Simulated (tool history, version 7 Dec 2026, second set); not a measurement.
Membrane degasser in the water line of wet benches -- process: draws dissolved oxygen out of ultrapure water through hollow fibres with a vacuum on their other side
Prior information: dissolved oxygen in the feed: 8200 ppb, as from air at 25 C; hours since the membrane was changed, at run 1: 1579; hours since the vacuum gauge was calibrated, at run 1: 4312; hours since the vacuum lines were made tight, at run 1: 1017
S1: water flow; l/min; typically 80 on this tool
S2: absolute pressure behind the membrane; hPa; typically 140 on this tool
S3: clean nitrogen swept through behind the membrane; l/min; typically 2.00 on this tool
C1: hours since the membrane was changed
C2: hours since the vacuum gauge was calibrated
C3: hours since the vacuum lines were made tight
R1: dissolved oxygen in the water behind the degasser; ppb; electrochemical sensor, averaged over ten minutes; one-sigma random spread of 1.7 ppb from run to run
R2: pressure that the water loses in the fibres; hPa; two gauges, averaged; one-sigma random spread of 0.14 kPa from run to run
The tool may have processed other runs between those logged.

run,day,S1,S2,S3,C1,C2,C3,R1,R2
1,0.000,80,140,2.00,1579,4312,1017,844.0,283.7
2,3.133,80,140,2.00,1654,4387,1092,846.8,281.9
3,5.571,80,140,2.00,1713,4445,1150,846.9,282.5
4,7.512,81,140,2.00,1759,4492,1197,853.4,286.2
5,11.038,81,140,2.00,1844,4576,1281,853.3,285.7
6,14.996,80,315,2.00,1939,4671,1377,1890.9,285.6
7,18.346,80,275,2.00,2020,4752,1457,1674.5,284.0
8,20.625,80,275,2.00,2074,4807,1512,1669.5,285.9
9,22.600,80,85,2.00,2122,4854,1559,463.3,284.3
10,25.388,80,140,2.00,2188,4921,1626,848.0,285.1
# day 29.746: vacuum gauge calibrated
11,29.962,57,140,2.00,2298,5,1735,657.3,201.6
12,32.767,80,208,2.00,2365,72,1803,1297.6,284.8
13,36.588,116,140,2.00,2457,164,1894,1139.9,414.2
14,38.862,116,140,2.00,2511,219,1949,1143.0,413.9
15,41.479,116,140,2.00,2574,282,2012,1144.1,412.9
16,44.354,116,140,2.00,2643,351,2081,1141.7,413.2
17,47.188,80,140,3.44,2711,419,2149,577.6,285.1
18,51.388,80,151,3.44,2812,519,2249,626.0,286.9
19,53.896,80,151,3.44,2872,580,2310,627.6,284.4
# day 55.696: vacuum gauge calibrated, once more
20,56.458,80,128,1.01,2933,18,2371,1176.6,283.0
21,59.279,80,128,1.01,3001,86,2438,1184.4,283.6
22,61.821,82,128,1.05,3062,147,2499,1172.3,294.8
23,64.933,82,128,1.05,3137,222,2574,1167.6,291.6
24,69.246,94,105,1.03,3240,325,2678,1022.9,336.6
25,72.492,94,105,1.03,3318,403,2755,1022.0,336.3
26,76.858,60,140,2.22,3423,508,2860,610.8,217.7
27,81.200,52,239,2.00,3527,612,2964,1048.5,185.7
28,84.825,80,290,1.02,3614,699,3051,2611.9,289.1
29,88.979,80,290,1.02,3714,799,3151,2619.4,287.0
30,93.575,80,343,1.16,3824,909,3261,2785.3,291.0
31,97.533,86,101,1.14,3919,1004,3356,869.5,311.7

Some steps in R1 between neighbouring runs. How much of each would the tool show without its hidden state too (settings, what came in, random variation), and how much is left for the hidden state, with any gauge scatter that isn't in both results?
The tool's hidden condition here consists of: membrane still open, %; true pressure behind the membrane over the reading, kPa; air that leaks in behind the membrane, l/min; drift of the gauge itself on oxygen_ppb, %; drift of the gauge itself on loss_of_pressure_kpa, %.
Run 8 -> 9: S2 275 -> 85. R1 -1206.2 ppb: hidden state +5.9, all else -1212.1.
Run 12 -> 13: S1 80 -> 116, S2 208 -> 140. R1 -157.7 ppb: hidden state +15.1, all else -172.8.
Run 16 -> 17: S1 116 -> 80, S3 2.00 -> 3.44. R1 -564.1 ppb: hidden state -22.6, all else -541.5.
Run 19 -> 20: S2 151 -> 128, S3 3.44 -> 1.01, vacuum gauge calibrated, once more. R1 +549.0 ppb: hidden state -23.7, all else +572.7.
Run 27 -> 28: S1 52 -> 80, S2 239 -> 290, S3 2.00 -> 1.02. R1 +1563.4 ppb: hidden state -1.9, all else +1565.3.
Run 30 -> 31: S1 80 -> 86, S2 343 -> 101, S3 1.16 -> 1.14. R1 -1915.8 ppb: hidden state +7.0, all else -1922.8.
